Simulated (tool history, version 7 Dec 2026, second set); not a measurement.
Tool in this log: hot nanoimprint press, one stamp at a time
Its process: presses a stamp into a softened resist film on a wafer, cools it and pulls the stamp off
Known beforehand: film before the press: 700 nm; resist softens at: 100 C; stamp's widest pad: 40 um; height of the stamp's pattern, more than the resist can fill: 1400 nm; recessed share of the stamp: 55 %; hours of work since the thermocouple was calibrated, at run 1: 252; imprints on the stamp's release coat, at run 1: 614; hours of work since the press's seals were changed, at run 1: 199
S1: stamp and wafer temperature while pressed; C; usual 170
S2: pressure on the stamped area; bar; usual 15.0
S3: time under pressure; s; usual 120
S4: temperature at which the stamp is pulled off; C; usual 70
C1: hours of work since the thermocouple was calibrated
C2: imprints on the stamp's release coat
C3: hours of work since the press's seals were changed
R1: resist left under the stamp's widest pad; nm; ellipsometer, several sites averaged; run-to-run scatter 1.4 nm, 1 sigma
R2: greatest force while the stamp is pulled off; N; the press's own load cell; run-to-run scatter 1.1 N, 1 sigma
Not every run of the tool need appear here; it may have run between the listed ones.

run,hour,S1,S2,S3,S4,C1,C2,C3,R1,R2
1,0.0,170,15.0,120,70,252,614,199,358.5,122
2,10.2,164,15.0,120,70,258,651,206,454.4,122
3,23.2,164,15.0,120,70,266,699,213,449.7,123
# hour 38.9: stamp cleaned and given a new release coat
4,48.4,170,15.0,188,70,277,35,225,306.2,108
5,65.5,170,15.0,188,70,288,98,235,309.7,107
6,81.0,178,15.0,120,70,297,154,245,260.8,111
7,96.2,170,15.0,238,70,306,210,254,283.7,111
8,105.9,170,15.0,223,70,312,246,260,292.5,111
9,127.4,170,15.0,120,70,325,324,273,361.1,118
10,145.9,170,15.0,120,70,336,392,284,365.6,115
11,167.4,166,15.0,120,70,349,471,297,422.3,120
12,180.4,166,15.0,120,70,357,518,305,422.7,123
13,189.1,166,15.0,120,70,362,550,310,426.1,121
14,206.9,166,15.0,61,70,373,615,321,507.1,123
15,222.7,163,15.0,120,70,383,673,331,473.2,123
16,233.9,170,15.0,120,70,390,714,337,366.3,129
# hour 246.3: stamp cleaned and given a new release coat
# hour 251.1: plate thermocouple calibrated
17,255.0,167,10.2,155,67,2,22,345,422.5,112
18,275.0,170,16.9,117,66,15,95,357,328.2,116
19,288.3,170,12.2,63,70,23,143,365,458.1,106
20,307.5,170,12.5,120,70,34,214,376,376.9,109
21,326.1,170,12.5,120,70,45,282,388,373.7,110
22,344.6,170,15.0,80,70,57,349,399,393.3,113
23,363.0,170,15.0,80,70,68,417,410,397.7,115
24,379.9,170,15.0,80,70,78,478,420,393.7,116
25,390.1,170,15.0,80,73,84,516,427,398.5,108
26,399.3,181,14.2,62,65,90,550,432,292.5,133
27,414.4,160,15.5,112,65,99,605,441,506.1,134
28,423.3,160,15.5,112,65,104,637,447,506.5,137
29,443.1,175,15.5,149,60,116,710,459,259.1,154
# hour 456.8: stamp cleaned and given a new release coat
30,460.4,175,15.5,149,60,123,13,465,258.9,131
31,470.6,172,11.1,160,74,129,51,472,338.2,94

3 ways to go on from here, each from the tool as it stands after run 31. What would each give?
A,490.5,169,15.0,120,70,141,123,484,?,?
B,490.5,165,19.5,136,70,141,123,484,?,?
C,490.5,169,15.0,120,70,141,123,484,?,?

run,R1,R2
A,363.2,107
B,366.2,107
C,367.5,107
Take away the tool's hidden state, keep each run's random variation, and the runs would have read:
run,R1,R2
A,357.9,104
B,359.2,104
C,362.2,104
